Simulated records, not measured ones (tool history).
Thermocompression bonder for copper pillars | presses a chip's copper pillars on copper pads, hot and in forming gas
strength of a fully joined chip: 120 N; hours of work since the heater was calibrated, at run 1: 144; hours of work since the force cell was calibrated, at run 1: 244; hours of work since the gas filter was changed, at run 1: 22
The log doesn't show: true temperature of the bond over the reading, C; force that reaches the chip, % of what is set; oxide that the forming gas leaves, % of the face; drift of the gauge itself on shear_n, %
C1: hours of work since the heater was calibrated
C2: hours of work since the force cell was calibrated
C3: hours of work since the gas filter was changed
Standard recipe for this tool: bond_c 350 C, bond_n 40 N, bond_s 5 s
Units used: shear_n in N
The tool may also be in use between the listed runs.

run 1 hour=0 | bond_c=350 bond_n=40 bond_s=5 | C1=144 C2=244 C3=22 | shear_n=71.8
run 2 hour=14.3 | bond_c=350 bond_n=40 bond_s=6 | C1=155 C2=255 C3=33 | shear_n=75.7
run 3 hour=37.1 | bond_c=350 bond_n=40 bond_s=6 | C1=172 C2=272 C3=50 | shear_n=71.4
run 4 hour=58.2 | bond_c=350 bond_n=40 bond_s=6 | C1=188 C2=288 C3=67 | shear_n=73.4
run 5 hour=82 | bond_c=350 bond_n=40 bond_s=5 | C1=207 C2=306 C3=85 | shear_n=68
run 6 hour=99 | bond_c=350 bond_n=40 bond_s=5 | C1=219 C2=319 C3=97 | shear_n=66.9
-- hour=122.8 forming gas filter changed
run 7 hour=123.9 | bond_c=350 bond_n=40 bond_s=6 | C1=238 C2=338 C3=1 | shear_n=76.8
run 8 hour=136.4 | bond_c=350 bond_n=40 bond_s=6 | C1=247 C2=347 C3=10 | shear_n=76.7
run 9 hour=152.6 | bond_c=350 bond_n=40 bond_s=6 | C1=260 C2=360 C3=23 | shear_n=75.3
run 10 hour=164.3 | bond_c=350 bond_n=40 bond_s=6 | C1=269 C2=368 C3=32 | shear_n=74.6
run 11 hour=174.6 | bond_c=350 bond_n=40 bond_s=4 | C1=276 C2=376 C3=39 | shear_n=66.4
run 12 hour=196.7 | bond_c=350 bond_n=49 bond_s=5 | C1=293 C2=393 C3=56 | shear_n=77.3
run 13 hour=209.7 | bond_c=350 bond_n=49 bond_s=5 | C1=303 C2=403 C3=66 | shear_n=75.7
run 14 hour=232.4 | bond_c=350 bond_n=49 bond_s=5 | C1=320 C2=420 C3=83 | shear_n=75
run 15 hour=252.9 | bond_c=350 bond_n=40 bond_s=5 | C1=336 C2=436 C3=99 | shear_n=65
run 16 hour=264.6 | bond_c=350 bond_n=40 bond_s=5 | C1=345 C2=445 C3=108 | shear_n=66
-- hour=274.1 forming gas filter changed
run 17 hour=287.1 | bond_c=349 bond_n=40 bond_s=5 | C1=362 C2=461 C3=10 | shear_n=72.8
run 18 hour=311.1 | bond_c=349 bond_n=40 bond_s=5 | C1=380 C2=480 C3=28 | shear_n=70.6
run 19 hour=327.2 | bond_c=349 bond_n=40 bond_s=5 | C1=392 C2=492 C3=40 | shear_n=68.9
run 20 hour=337.6 | bond_c=350 bond_n=40 bond_s=4 | C1=400 C2=500 C3=48 | shear_n=63.4
run 21 hour=359.9 | bond_c=372 bond_n=40 bond_s=7 | C1=417 C2=517 C3=65 | shear_n=83
run 22 hour=381.4 | bond_c=372 bond_n=40 bond_s=7 | C1=433 C2=533 C3=81 | shear_n=82.7
run 23 hour=404.3 | bond_c=372 bond_n=40 bond_s=14 | C1=451 C2=550 C3=99 | shear_n=92.7
run 24 hour=420.6 | bond_c=350 bond_n=40 bond_s=8 | C1=463 C2=563 C3=111 | shear_n=72.7
-- hour=425.9 forming gas filter changed
run 25 hour=444.3 | bond_c=378 bond_n=37 bond_s=5 | C1=481 C2=580 C3=14 | shear_n=81.1
run 26 hour=465 | bond_c=378 bond_n=37 bond_s=5 | C1=496 C2=596 C3=30 | shear_n=80.6

Predict the results of run 27:
run 27 hour=475.2 | bond_c=378 bond_n=36 bond_s=7 | C1=504 C2=604 C3=38 | shear_n=?

Logged for run 27: shear_n 83.1 N.
On a tool with no hidden condition, and with the same random variation, this run would have come out at shear_n 87 N.
